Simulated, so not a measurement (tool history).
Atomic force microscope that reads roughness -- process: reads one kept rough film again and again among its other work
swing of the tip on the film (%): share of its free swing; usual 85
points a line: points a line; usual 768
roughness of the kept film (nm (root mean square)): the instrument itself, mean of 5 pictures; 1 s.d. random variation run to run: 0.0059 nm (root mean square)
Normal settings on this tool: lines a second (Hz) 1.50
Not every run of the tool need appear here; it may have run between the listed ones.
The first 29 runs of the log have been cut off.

run,day,lines a second (Hz),swing of the tip on the film (%),points a line,roughness of the kept film (nm (root mean square))
30,23.488,1.15,84,741,1.045
31,24.183,1.15,77,657,1.084
# day 24.871: new tip fitted
32,25.088,2.01,83,768,1.050
33,25.912,2.01,83,768,1.032
34,26.942,2.01,83,768,1.033
35,27.892,0.88,85,430,1.136
36,28.692,2.55,85,630,0.930
37,29.538,2.95,68,290,1.055
38,30.375,0.66,90,488,1.105
39,30.967,0.66,90,488,1.096
40,31.862,3.92,88,383,0.743
41,32.871,3.92,88,383,0.733
42,33.612,3.92,88,383,0.729
43,34.275,3.92,88,383,0.731
44,35.058,1.95,83,355,0.936
# day 35.729: new tip fitted
45,35.883,2.15,79,768,1.076
46,36.654,2.30,66,557,1.172
47,37.088,0.67,59,768,1.254
48,38.133,0.99,85,1007,1.135

Forecast each of these 3 alternatives for the next run:
A,38.817,1.71,86,437,?
B,38.817,1.14,72,418,?
C,38.817,1.32,85,768,?

run,roughness of the kept film (nm (root mean square))
A,1.011
B,1.162
C,1.087
The same runs, with their run-to-run variation unchanged, on a tool lacking any hidden condition would have given:
run,roughness of the kept film (nm (root mean square))
A,1.047
B,1.203
C,1.125
